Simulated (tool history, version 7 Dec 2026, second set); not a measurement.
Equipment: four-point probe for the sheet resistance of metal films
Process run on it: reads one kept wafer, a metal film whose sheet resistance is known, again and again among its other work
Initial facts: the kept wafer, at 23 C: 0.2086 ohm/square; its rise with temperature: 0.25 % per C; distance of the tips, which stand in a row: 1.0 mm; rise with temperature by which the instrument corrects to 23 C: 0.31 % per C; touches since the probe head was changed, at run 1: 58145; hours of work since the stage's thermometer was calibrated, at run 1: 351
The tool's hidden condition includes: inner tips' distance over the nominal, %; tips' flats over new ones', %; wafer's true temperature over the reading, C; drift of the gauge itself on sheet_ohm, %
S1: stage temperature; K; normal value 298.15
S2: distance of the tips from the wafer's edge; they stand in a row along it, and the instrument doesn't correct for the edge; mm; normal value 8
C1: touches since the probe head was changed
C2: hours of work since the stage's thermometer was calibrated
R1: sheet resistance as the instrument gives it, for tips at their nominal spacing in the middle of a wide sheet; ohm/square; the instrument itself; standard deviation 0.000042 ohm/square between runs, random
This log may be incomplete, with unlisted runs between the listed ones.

run     day      S1  S2     C1   C2        R1
  1       0  298.15   8  58145  351  0.208604
  2   2.646  298.15   8  59421  387  0.208633
  3   4.454  298.15   8  60293  412  0.208616
  4   6.771  298.15   8  61410  444  0.208592
  5   8.962  298.15   8  62467  474  0.208599
  6  11.229  298.15   8  63560  505  0.208585
  7  14.179  298.15   8  64981  546  0.208565
  8  16.121  298.15  52  65918  573  0.206913
  9    19.1  298.15  52  67354  614  0.206843
 10  21.742  298.15   8  68629  650  0.208593
 11  23.325  301.15  13  69392  672  0.207087
 12  26.346  295.15  31  70848  714  0.207224
 13  28.375  306.15   5  71827  742  0.210266
 14  29.721  306.15   5  72476  760  0.210291
 15  31.262  297.15   7  73219  781  0.209094
 16  32.546  297.15   7  73837  799  0.209161
 17  34.375  298.15   3  74721  824  0.218417
 18  35.704  298.15   3  75361  843  0.218345
 19  37.904  298.15   3  76421  873  0.218351
 20  40.446  296.15  17  77647  908  0.207388

Below are 5 alternative next runs, each starting from the tool's condition after run 20. Predict each:
  A  42.342  294.15   7  78561  934   ?
  B  42.342  294.15  19  78561  934   ?
  C  42.342  303.15   7  78561  934   ?
  D  42.342  296.15  30  78561  934   ?
  E  42.342  297.15  17  78561  934   ?

run        R1
  A   0.20946
  B  0.207535
  C  0.208457
  D  0.207103
  E  0.207282
With the hidden condition removed and each run's random variation left untouched, the same runs would have given:
run        R1
  A   0.21109
  B  0.209151
  C  0.210083
  D  0.208716
  E  0.208897
